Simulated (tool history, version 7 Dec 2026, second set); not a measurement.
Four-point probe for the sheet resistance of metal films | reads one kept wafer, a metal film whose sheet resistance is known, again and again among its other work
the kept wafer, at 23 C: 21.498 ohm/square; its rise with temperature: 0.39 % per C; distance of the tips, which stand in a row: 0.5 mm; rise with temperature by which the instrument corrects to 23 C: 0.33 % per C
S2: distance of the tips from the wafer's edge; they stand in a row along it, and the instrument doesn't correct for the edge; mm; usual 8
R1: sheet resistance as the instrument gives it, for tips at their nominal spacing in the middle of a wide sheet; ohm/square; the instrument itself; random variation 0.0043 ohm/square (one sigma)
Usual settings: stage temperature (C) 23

{"run": 1, "hour": 0.0, "stage temperature (C)": 23, "S2": 8, "R1": 21.730687}
{"run": 2, "hour": 52.1, "stage temperature (C)": 23, "S2": 8, "R1": 21.741151}
{"run": 3, "hour": 101.5, "stage temperature (C)": 23, "S2": 8, "R1": 21.764839}
{"run": 4, "hour": 152.2, "stage temperature (C)": 23, "S2": 8, "R1": 21.762501}
{"run": 5, "hour": 189.5, "stage temperature (C)": 23, "S2": 8, "R1": 21.764398}
{"run": 6, "hour": 228.4, "stage temperature (C)": 23, "S2": 8, "R1": 21.771657}
{"run": 7, "hour": 262.7, "stage temperature (C)": 30, "S2": 17, "R1": 21.823002}
{"run": 8, "hour": 316.9, "stage temperature (C)": 28, "S2": 19, "R1": 21.797685}
{"run": 9, "hour": 354.0, "stage temperature (C)": 28, "S2": 3, "R1": 22.117852}
{"run": 10, "hour": 394.5, "stage temperature (C)": 21, "S2": 6, "R1": 21.796146}
{"run": 11, "hour": 441.8, "stage temperature (C)": 19, "S2": 5, "R1": 21.805268}
{"run": 12, "hour": 495.1, "stage temperature (C)": 23, "S2": 56, "R1": 21.748487}

Not shown: 1 entry that the log had between the listed runs. Between which runs, and how does the tool's hidden state differ before and after?
Between runs 2 and 3: stage's thermometer calibrated (hour 84.6)
  inner tips' distance over the nominal, %: 0.91 -> 0.93; tips' flats over new ones', %: 95 -> 97; wafer's true temperature over the reading, C: -0.24 -> -0.02
  measured less the result without the state, R1: +0.192238 -> +0.215605 ohm/square
